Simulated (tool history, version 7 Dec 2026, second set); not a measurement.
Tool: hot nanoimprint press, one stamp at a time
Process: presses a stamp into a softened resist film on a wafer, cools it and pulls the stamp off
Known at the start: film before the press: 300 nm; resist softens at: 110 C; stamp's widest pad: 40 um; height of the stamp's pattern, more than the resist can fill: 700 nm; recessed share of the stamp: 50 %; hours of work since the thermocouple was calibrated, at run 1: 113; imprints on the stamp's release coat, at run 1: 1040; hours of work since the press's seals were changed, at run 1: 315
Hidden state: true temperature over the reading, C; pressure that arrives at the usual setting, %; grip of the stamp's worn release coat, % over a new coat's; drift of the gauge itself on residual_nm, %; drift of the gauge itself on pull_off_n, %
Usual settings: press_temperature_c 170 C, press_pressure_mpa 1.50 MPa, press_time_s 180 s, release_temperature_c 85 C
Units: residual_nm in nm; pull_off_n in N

run    hour  press_temperature_c  press_pressure_mpa  press_time_s  release_temperature_c  hours of work since the thermocouple was calibrated  imprints on the stamp's release coat  hours of work since the press's seals were changed  residual_nm  pull_off_n
  1     0.0                  170                1.50           180                     85                                                  113                                  1040                                                 315        118.5         266
  2    86.0                  170                1.50           180                     85                                                  150                                  1185                                                 352        117.3         280
  3   132.9                  170                1.50           180                     85                                                  170                                  1264                                                 372        116.3         281
      182.7  -- stamp cleaned and given a new release coat
  4   207.6                  167                1.50           180                     85                                                  199                                    42                                                 401        131.7         224
  5   283.9                  167                1.50           180                     85                                                  232                                   171                                                 434        129.9         242
  6   342.0                  170                1.30           180                     85                                                  257                                   269                                                 459        122.8         238
      366.4  -- plate thermocouple calibrated
  7   385.1                  170                1.30           180                     85                                                    8                                   336                                                 476        124.9         236
  8   448.9                  170                1.30           180                     85                                                   35                                   444                                                 503        123.1         248
      512.7  -- plate thermocouple calibrated, once more
  9   516.6                  170                1.50           180                     72                                                    2                                   553                                                 531        119.5         319
 10   584.2                  170                1.08           180                     85                                                   31                                   666                                                 560        139.4         254
 11   626.0                  170                1.08           180                     85                                                   48                                   737                                                 577        138.6         261
 12   704.7                  170                1.08           180                     85                                                   82                                   869                                                 611        138.0         264
 13   755.0                  170                1.50           180                     93                                                  104                                   954                                                 633        118.1         219
 14   800.8                  170                1.50           180                     85                                                  123                                  1031                                                 652        118.6         271
 15   874.5                  170                1.50           180                     85                                                  155                                  1155                                                 684        118.2         279
 16   938.6                  170                1.50           180                     85                                                  182                                  1263                                                 711        117.9         272
      986.1  -- stamp cleaned and given a new release coat
 17  1029.6                  170                1.50           180                     85                                                  218                                    73                                                 748        117.1         234
 18  1113.5                  170                1.50           180                     75                                                  254                                   214                                                 783        116.2         286
     1137.8  -- plate thermocouple calibrated
 19  1192.2                  160                1.50           179                     72                                                   23                                   342                                                 816        175.1         315
 20  1265.7                  170                1.34           125                     72                                                   55                                   465                                                 847        143.6         318
 21  1349.1                  170                1.50           180                     86                                                   90                                   606                                                 883        119.6         236
 22  1421.1                  170                1.48           154                     85                                                  121                                   727                                                 914        126.2         251
 23  1472.9                  164                1.50           180                     85                                                  143                                   814                                                 936        148.8         263
     1542.8  -- press's hydraulic seals changed and the load cell set to zero
 24  1550.6                  164                1.50           180                     85                                                  173                                   931                                                   3        144.6         258
 25  1588.9                  164                1.50           180                     85                                                  189                                   996                                                  20        143.7         267
 26  1657.1                  164                1.50           180                     85                                                  219                                  1111                                                  49        141.0         279
 27  1694.8                  170                1.18           180                     83                                                  235                                  1174                                                  65        128.8         276
     1769.4  -- plate thermocouple calibrated
 28  1769.4                  179                2.31           120                     83                                                    0                                  1295                                                  96         81.4         300
     1799.8  -- stamp cleaned and given a new release coat
 29  1859.9                  165                1.47           176                     73                                                   36                                   101                                                 132        144.3         297
 30  1898.3                  163                2.09           305                     73                                                   53                                   166                                                 148        107.3         294

Forecast each of these 3 alternatives for the next run:
  A  1949.3                  170                1.50           180                     89                                                   74                                   252                                                 170            ?           ?
  B  1949.3                  163                1.50           180                     85                                                   74                                   252                                                 170            ?           ?
  C  1949.3                  169                1.50           180                     85                                                   74                                   252                                                 170            ?           ?

run  residual_nm  pull_off_n
  A        116.7         215
  B        152.5         236
  C        121.2         235
Without the tool's hidden state the same runs would have given:
run  residual_nm  pull_off_n
  A        116.8         207
  B        152.8         227
  C        121.4         227
